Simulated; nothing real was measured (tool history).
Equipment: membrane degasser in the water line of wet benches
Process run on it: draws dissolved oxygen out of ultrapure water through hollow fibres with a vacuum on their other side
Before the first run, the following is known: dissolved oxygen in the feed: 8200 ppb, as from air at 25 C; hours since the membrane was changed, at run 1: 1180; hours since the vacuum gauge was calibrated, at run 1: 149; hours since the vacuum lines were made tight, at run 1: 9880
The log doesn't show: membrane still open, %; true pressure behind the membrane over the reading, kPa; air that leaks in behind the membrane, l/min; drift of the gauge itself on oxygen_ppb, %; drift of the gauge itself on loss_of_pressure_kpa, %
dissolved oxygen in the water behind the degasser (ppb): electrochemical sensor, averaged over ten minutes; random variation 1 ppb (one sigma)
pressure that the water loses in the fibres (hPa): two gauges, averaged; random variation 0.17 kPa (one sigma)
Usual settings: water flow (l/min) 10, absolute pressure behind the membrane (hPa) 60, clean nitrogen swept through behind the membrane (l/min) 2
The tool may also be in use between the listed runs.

run      day  water flow (l/min)  absolute pressure behind the membrane (hPa)  clean nitrogen swept through behind the membrane (l/min)  hours since the membrane was changed  hours since the vacuum gauge was calibrated  hours since the vacuum lines were made tight  dissolved oxygen in the water behind the degasser (ppb)  pressure that the water loses in the fibres (hPa)
  1        0                  10                                           60                                                         2                                  1180                                          149                                          9880                                                     99.7                                              267.6
  2    2.625                  10                                           60                                                         2                                  1243                                          212                                          9943                                                    102.5                                              268.3
  3      7.1                  10                                           60                                                         2                                  1351                                          320                                         10050                                                    101.8                                              267.3
  4   11.675                  10                                           60                                                         2                                  1460                                          429                                         10160                                                    103.9                                              268.9
  5   15.221                  10                                           60                                                         2                                  1546                                          515                                         10245                                                    105.2                                              271.1
  6     18.6                  10                                           60                                                         2                                  1627                                          596                                         10326                                                    104.2                                              265.8
  7   20.567                  10                                           60                                                         2                                  1674                                          643                                         10374                                                      104                                                267
  8   23.212                  10                                           60                                                         2                                  1737                                          706                                         10437                                                    106.3                                              269.9
  9   27.579                  10                                           60                                                         2                                  1842                                          811                                         10542                                                    105.2                                              270.2
 10       30                  10                                           60                                                      5.32                                  1900                                          869                                         10600                                                     83.7                                              268.6
 11   32.917                  10                                           60                                                      5.32                                  1970                                          939                                         10670                                                     83.4                                              270.2
 12   37.417                  10                                           48                                                         2                                  2078                                         1047                                         10778                                                     93.4                                              268.1
 13   41.658                  10                                           48                                                         2                                  2180                                         1149                                         10880                                                     90.4                                              268.3
 14   45.196                  10                                           48                                                         2                                  2265                                         1234                                         10965                                                     90.4                                              268.6
 15   49.421                  10                                           60                                                         2                                  2366                                         1335                                         11066                                                      104                                              267.6
 16   52.233                  10                                           60                                                      5.81                                  2434                                         1403                                         11134                                                     82.8                                              268.1
 17     54.7                  10                                           92                                                         2                                  2493                                         1462                                         11193                                                    147.1                                              269.5
 18   59.083                  11                                         91.5                                                      4.21                                  2598                                         1567                                         11298                                                    121.5                                              295.6
 19   62.792                  16                                           60                                                         2                                  2687                                         1656                                         11387                                                    213.7                                              430.4
 20   67.221                  16                                           60                                                      2.91                                  2794                                         1763                                         11493                                                    196.3                                              432.9
 21   71.433                  13                                         46.7                                                         2                                  2895                                         1864                                         11594                                                    134.7                                              349.9
 22   73.546                  10                                         47.7                                                      1.56                                  2945                                         1914                                         11645                                                     98.2                                                269
 23    75.75                  10                                         47.7                                                      1.56                                  2998                                         1967                                         11698                                                     96.5                                              269.7
 24   79.342                  10                                        113.3                                                      1.04                                  3084                                         2053                                         11784                                                      255                                              268.8
 25   83.783                  11                                           60                                                       3.8                                  3191                                         2160                                         11891                                                    105.2                                              293.6
 26   86.992                   7                                           60                                                         2                                  3268                                         2237                                         11968                                                     61.6                                              187.9
 27   91.296                  12                                         42.1                                                      1.66                                  3371                                         2340                                         12071                                                    120.4                                              327.9
 28   94.275                  10                                        119.2                                                       1.8                                  3443                                         2412                                         12143                                                    192.4                                              269.7
 29   96.421                  10                                        119.2                                                       1.8                                  3494                                         2463                                         12194                                                    193.4                                              272.3
 30  100.217                  10                                        119.2                                                       1.8                                  3585                                         2554                                         12285                                                    194.4                                              269.4
 31  104.529                   8                                          138                                                         2                                  3689                                         2658                                         12389                                                    156.8                                              217.8
 32  108.429                   8                                          138                                                         2                                  3783                                         2752                                         12482                                                    156.8                                              218.7

A few steps of dissolved oxygen in the water behind the degasser (ppb) between consecutive runs. Split each: what settings, incoming material and random variation would produce without the hidden state, and what is left over for the hidden state, along with gauge scatter present in only one of the two compared results (measured, and without hidden state):
Run 18 -> 19: water flow (l/min) 11 -> 16, absolute pressure behind the membrane (hPa) 91.5 -> 60, clean nitrogen swept through behind the membrane (l/min) 4.21 -> 2. dissolved oxygen in the water behind the degasser (ppb) +92.2: hidden state +5.4, all else +86.8.
Run 23 -> 24: absolute pressure behind the membrane (hPa) 47.7 -> 113.3, clean nitrogen swept through behind the membrane (l/min) 1.56 -> 1.04. dissolved oxygen in the water behind the degasser (ppb) +158.5: hidden state +4, all else +154.5.
Run 24 -> 25: water flow (l/min) 10 -> 11, absolute pressure behind the membrane (hPa) 113.3 -> 60, clean nitrogen swept through behind the membrane (l/min) 1.04 -> 3.8. dissolved oxygen in the water behind the degasser (ppb) -149.8: hidden state -3.7, all else -146.1.
Run 26 -> 27: water flow (l/min) 7 -> 12, absolute pressure behind the membrane (hPa) 60 -> 42.1, clean nitrogen swept through behind the membrane (l/min) 2 -> 1.66. dissolved oxygen in the water behind the degasser (ppb) +58.8: hidden state +5.8, all else +53.
